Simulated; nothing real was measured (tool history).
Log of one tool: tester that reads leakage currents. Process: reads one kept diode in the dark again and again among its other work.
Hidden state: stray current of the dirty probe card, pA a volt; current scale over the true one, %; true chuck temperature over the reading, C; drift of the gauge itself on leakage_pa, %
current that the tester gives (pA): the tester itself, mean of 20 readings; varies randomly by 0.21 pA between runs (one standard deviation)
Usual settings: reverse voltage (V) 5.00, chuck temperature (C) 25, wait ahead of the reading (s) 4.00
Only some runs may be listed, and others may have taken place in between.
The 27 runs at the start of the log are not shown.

| run | hour | reverse voltage (V) | chuck temperature (C) | wait ahead of the reading (s) | hours of work since the probe card was cleaned | hours of work since the tester was calibrated | hours of work since the chuck was calibrated | current that the tester gives (pA) |
|---|---|---|---|---|---|---|---|---|
|  | 1716.8 | chuck's temperature calibrated |
| 28 | 1716.8 | 1.28 | 25 | 0.36 | 2808 | 1479 | 0 | 36.42 |
| 29 | 1773.5 | 2.34 | 34 | 0.80 | 2844 | 1515 | 36 | 108.50 |
| 30 | 1851.1 | 1.57 | 28 | 0.94 | 2893 | 1564 | 85 | 51.40 |
| 31 | 1936.3 | 1.57 | 28 | 0.50 | 2947 | 1618 | 139 | 50.82 |
| 32 | 2004.3 | 4.84 | 56 | 4.00 | 2990 | 1661 | 182 | 927.58 |
| 33 | 2088.9 | 4.88 | 24 | 0.35 | 3044 | 1715 | 235 | 64.81 |
| 34 | 2133.7 | 4.88 | 24 | 1.82 | 3072 | 1743 | 264 | 61.08 |
| 35 | 2200.4 | 2.78 | 35 | 4.00 | 3114 | 1785 | 306 | 119.57 |
| 36 | 2278.0 | 6.41 | 35 | 7.26 | 3164 | 1834 | 355 | 180.50 |
| 37 | 2365.1 | 4.28 | 36 | 0.50 | 3219 | 1889 | 410 | 159.78 |
| 38 | 2402.8 | 13.12 | 27 | 7.34 | 3242 | 1913 | 434 | 128.21 |

5 options for the next run, each taken on its own from the tool as it stands now. Forecast them:
| A | 2460.4 | 5.00 | 54 | 4.00 | 3279 | 1950 | 471 | ? |
| B | 2460.4 | 3.81 | 49 | 1.28 | 3279 | 1950 | 471 | ? |
| C | 2460.4 | 13.12 | 23 | 0.32 | 3279 | 1950 | 471 | ? |
| D | 2460.4 | 2.27 | 24 | 2.73 | 3279 | 1950 | 471 | ? |
| E | 2460.4 | 2.01 | 27 | 7.12 | 3279 | 1950 | 471 | ? |

| run | current that the tester gives (pA) |
|---|---|
| A | 746.83 |
| B | 437.95 |
| C | 99.74 |
| D | 38.21 |
| E | 47.41 |
Take away the tool's hidden state, keep each run's random variation, and the runs would have read:
| run | current that the tester gives (pA) |
|---|---|
| A | 827.72 |
| B | 486.39 |
| C | 102.87 |
| D | 41.91 |
| E | 52.44 |
